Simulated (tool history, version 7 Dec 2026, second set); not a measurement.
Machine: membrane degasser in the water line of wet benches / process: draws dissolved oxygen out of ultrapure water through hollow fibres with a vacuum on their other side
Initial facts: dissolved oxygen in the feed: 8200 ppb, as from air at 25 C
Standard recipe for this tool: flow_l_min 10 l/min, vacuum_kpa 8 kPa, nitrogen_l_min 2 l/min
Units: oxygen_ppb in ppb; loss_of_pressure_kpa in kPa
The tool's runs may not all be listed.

run 1 hour=0 | flow_l_min=10 vacuum_kpa=8 nitrogen_l_min=2 | oxygen_ppb=77.6 loss_of_pressure_kpa=68.18
run 2 hour=180 | flow_l_min=10 vacuum_kpa=5.02 nitrogen_l_min=2 | oxygen_ppb=39.1 loss_of_pressure_kpa=68.43
run 3 hour=321.9 | flow_l_min=10 vacuum_kpa=5.02 nitrogen_l_min=2 | oxygen_ppb=39.5 loss_of_pressure_kpa=68.89
run 4 hour=416.9 | flow_l_min=10 vacuum_kpa=5.02 nitrogen_l_min=2 | oxygen_ppb=39.6 loss_of_pressure_kpa=68.04
run 5 hour=609.7 | flow_l_min=10 vacuum_kpa=8 nitrogen_l_min=2 | oxygen_ppb=75.9 loss_of_pressure_kpa=68.85
run 6 hour=764.2 | flow_l_min=10 vacuum_kpa=8 nitrogen_l_min=2 | oxygen_ppb=76.3 loss_of_pressure_kpa=68.88
run 7 hour=957.5 | flow_l_min=10 vacuum_kpa=7.37 nitrogen_l_min=2 | oxygen_ppb=69.8 loss_of_pressure_kpa=68.21
run 8 hour=1048.9 | flow_l_min=10 vacuum_kpa=7.37 nitrogen_l_min=2 | oxygen_ppb=69.1 loss_of_pressure_kpa=68.77
run 9 hour=1202.1 | flow_l_min=10 vacuum_kpa=16.51 nitrogen_l_min=2 | oxygen_ppb=181.4 loss_of_pressure_kpa=68.65
run 10 hour=1318.4 | flow_l_min=10 vacuum_kpa=16.51 nitrogen_l_min=2 | oxygen_ppb=181.8 loss_of_pressure_kpa=68.99
run 11 hour=1404.4 | flow_l_min=10 vacuum_kpa=16.51 nitrogen_l_min=2 | oxygen_ppb=182.1 loss_of_pressure_kpa=68.86
run 12 hour=1543.9 | flow_l_min=12 vacuum_kpa=8 nitrogen_l_min=2 | oxygen_ppb=101.3 loss_of_pressure_kpa=82.61
run 13 hour=1727.1 | flow_l_min=12 vacuum_kpa=8 nitrogen_l_min=4.86 | oxygen_ppb=62.1 loss_of_pressure_kpa=82.39
run 14 hour=1897.6 | flow_l_min=9 vacuum_kpa=8 nitrogen_l_min=4.86 | oxygen_ppb=33.7 loss_of_pressure_kpa=62.12
run 15 hour=2020.5 | flow_l_min=12 vacuum_kpa=8 nitrogen_l_min=2 | oxygen_ppb=102.6 loss_of_pressure_kpa=83.03
run 16 hour=2208.2 | flow_l_min=12 vacuum_kpa=8 nitrogen_l_min=2 | oxygen_ppb=104.7 loss_of_pressure_kpa=82.72
-- hour=2292.9 vacuum gauge calibrated
run 17 hour=2300.5 | flow_l_min=12 vacuum_kpa=8 nitrogen_l_min=2 | oxygen_ppb=103.3 loss_of_pressure_kpa=83.04
-- hour=2446.2 seals of the vacuum lines changed
run 18 hour=2453.3 | flow_l_min=12 vacuum_kpa=8 nitrogen_l_min=2 | oxygen_ppb=100.4 loss_of_pressure_kpa=82.76
run 19 hour=2570.5 | flow_l_min=12 vacuum_kpa=8 nitrogen_l_min=2 | oxygen_ppb=100.6 loss_of_pressure_kpa=82.88
run 20 hour=2649.4 | flow_l_min=12 vacuum_kpa=8 nitrogen_l_min=2 | oxygen_ppb=99.9 loss_of_pressure_kpa=83.12
run 21 hour=2812.7 | flow_l_min=6 vacuum_kpa=8 nitrogen_l_min=1.86 | oxygen_ppb=40.6 loss_of_pressure_kpa=41.74
run 22 hour=2996.5 | flow_l_min=6 vacuum_kpa=8 nitrogen_l_min=1.86 | oxygen_ppb=40.5 loss_of_pressure_kpa=41.24
run 23 hour=3165.5 | flow_l_min=16 vacuum_kpa=4.95 nitrogen_l_min=1.15 | oxygen_ppb=130.9 loss_of_pressure_kpa=111.38
run 24 hour=3333.3 | flow_l_min=16 vacuum_kpa=4.95 nitrogen_l_min=1.15 | oxygen_ppb=130.7 loss_of_pressure_kpa=111.21
run 25 hour=3413.5 | flow_l_min=14 vacuum_kpa=5.21 nitrogen_l_min=1.09 | oxygen_ppb=112.6 loss_of_pressure_kpa=97.64
run 26 hour=3553.4 | flow_l_min=14 vacuum_kpa=5.21 nitrogen_l_min=1.09 | oxygen_ppb=112.1 loss_of_pressure_kpa=97.25
run 27 hour=3723 | flow_l_min=7 vacuum_kpa=5.21 nitrogen_l_min=1.28 | oxygen_ppb=32.1 loss_of_pressure_kpa=48.61
run 28 hour=3911.2 | flow_l_min=6 vacuum_kpa=5.91 nitrogen_l_min=2.57 | oxygen_ppb=18.6 loss_of_pressure_kpa=41.9
run 29 hour=4064.2 | flow_l_min=14 vacuum_kpa=11.22 nitrogen_l_min=5.74 | oxygen_ppb=99.5 loss_of_pressure_kpa=97.43

Here are 5 independent what-if runs from the current tool condition. What would each one return?
run A hour=4149 | flow_l_min=7 vacuum_kpa=12.65 nitrogen_l_min=3.31 | oxygen_ppb=? loss_of_pressure_kpa=?
run B hour=4149 | flow_l_min=9 vacuum_kpa=8 nitrogen_l_min=1.36 | oxygen_ppb=? loss_of_pressure_kpa=?
run C hour=4149 | flow_l_min=9 vacuum_kpa=11.22 nitrogen_l_min=5.74 | oxygen_ppb=? loss_of_pressure_kpa=?
run D hour=4149 | flow_l_min=7 vacuum_kpa=8 nitrogen_l_min=2 | oxygen_ppb=? loss_of_pressure_kpa=?
run E hour=4149 | flow_l_min=7 vacuum_kpa=6.96 nitrogen_l_min=1.4 | oxygen_ppb=? loss_of_pressure_kpa=?

run=A oxygen_ppb=54.7 loss_of_pressure_kpa=48.87
run=B oxygen_ppb=88.9 loss_of_pressure_kpa=62.82
run=C oxygen_ppb=43.9 loss_of_pressure_kpa=63.09
run=D oxygen_ppb=45.8 loss_of_pressure_kpa=48.88
run=E oxygen_ppb=51.5 loss_of_pressure_kpa=48.9
What these runs would have given with no unlogged condition in the tool:
run=A oxygen_ppb=52.3 loss_of_pressure_kpa=46.77
run=B oxygen_ppb=84 loss_of_pressure_kpa=60.1
run=C oxygen_ppb=40.2 loss_of_pressure_kpa=60.37
run=D oxygen_ppb=43.4 loss_of_pressure_kpa=46.77
run=E oxygen_ppb=48.8 loss_of_pressure_kpa=46.8

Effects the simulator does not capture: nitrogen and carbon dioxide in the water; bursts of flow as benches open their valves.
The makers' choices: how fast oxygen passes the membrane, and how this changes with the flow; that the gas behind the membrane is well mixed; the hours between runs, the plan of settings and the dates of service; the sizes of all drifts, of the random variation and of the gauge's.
